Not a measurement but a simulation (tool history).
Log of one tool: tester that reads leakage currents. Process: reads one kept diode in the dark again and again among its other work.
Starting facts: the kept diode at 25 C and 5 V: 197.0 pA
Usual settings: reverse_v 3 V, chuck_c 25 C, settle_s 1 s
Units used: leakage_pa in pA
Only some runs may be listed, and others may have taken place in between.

run 1 hour=0 | reverse_v=3 chuck_c=25 settle_s=1 | leakage_pa=149.58
run 2 hour=42.8 | reverse_v=3 chuck_c=23 settle_s=1 | leakage_pa=125.95
run 3 hour=92.9 | reverse_v=3 chuck_c=25 settle_s=7.84 | leakage_pa=149.44
run 4 hour=128.5 | reverse_v=3 chuck_c=25 settle_s=6.15 | leakage_pa=150.07
run 5 hour=211.1 | reverse_v=3 chuck_c=25 settle_s=6.15 | leakage_pa=149.78
run 6 hour=253.7 | reverse_v=1.62 chuck_c=25 settle_s=1 | leakage_pa=107.12
run 7 hour=331.8 | reverse_v=2.39 chuck_c=25 settle_s=1 | leakage_pa=132.43
run 8 hour=402.9 | reverse_v=2.39 chuck_c=25 settle_s=1 | leakage_pa=131.89
run 9 hour=453 | reverse_v=2.39 chuck_c=25 settle_s=1 | leakage_pa=132.87
run 10 hour=521 | reverse_v=2.39 chuck_c=25 settle_s=1 | leakage_pa=132.31
-- hour=529.7 probe card cleaned and baked
run 11 hour=582.8 | reverse_v=2.39 chuck_c=25 settle_s=1 | leakage_pa=132.41
run 12 hour=658.1 | reverse_v=2.39 chuck_c=25 settle_s=1 | leakage_pa=132.56
-- hour=667.4 chuck's temperature calibrated
run 13 hour=717.4 | reverse_v=2.39 chuck_c=25 settle_s=1 | leakage_pa=133.14
run 14 hour=785.7 | reverse_v=2.39 chuck_c=25 settle_s=1 | leakage_pa=132.87
run 15 hour=842.1 | reverse_v=5.37 chuck_c=25 settle_s=1.35 | leakage_pa=205.55
run 16 hour=924.1 | reverse_v=3 chuck_c=22 settle_s=1 | leakage_pa=115.81
run 17 hour=964.4 | reverse_v=3 chuck_c=22 settle_s=5.11 | leakage_pa=115.4
run 18 hour=1045.8 | reverse_v=1.68 chuck_c=25 settle_s=8.33 | leakage_pa=109.85
run 19 hour=1116.6 | reverse_v=9.64 chuck_c=23 settle_s=1 | leakage_pa=239.91
run 20 hour=1165.8 | reverse_v=5.69 chuck_c=23 settle_s=1 | leakage_pa=178.06
run 21 hour=1218.6 | reverse_v=1.34 chuck_c=24 settle_s=6.37 | leakage_pa=88.65
run 22 hour=1294.7 | reverse_v=8.89 chuck_c=24 settle_s=6.37 | leakage_pa=246.99
run 23 hour=1336.9 | reverse_v=7.27 chuck_c=34 settle_s=0.65 | leakage_pa=510.29
run 24 hour=1404.3 | reverse_v=4.57 chuck_c=24 settle_s=4.33 | leakage_pa=172.69
run 25 hour=1462.9 | reverse_v=15.17 chuck_c=37 settle_s=2.97 | leakage_pa=962.71

The next listed run, before its measurement:
run 26 hour=1533 | reverse_v=3.27 chuck_c=43 settle_s=1.97 | leakage_pa=?

leakage_pa: 672.94 pA
Had the tool carried no hidden state, the very same run would have given leakage_pa 674.11 pA.

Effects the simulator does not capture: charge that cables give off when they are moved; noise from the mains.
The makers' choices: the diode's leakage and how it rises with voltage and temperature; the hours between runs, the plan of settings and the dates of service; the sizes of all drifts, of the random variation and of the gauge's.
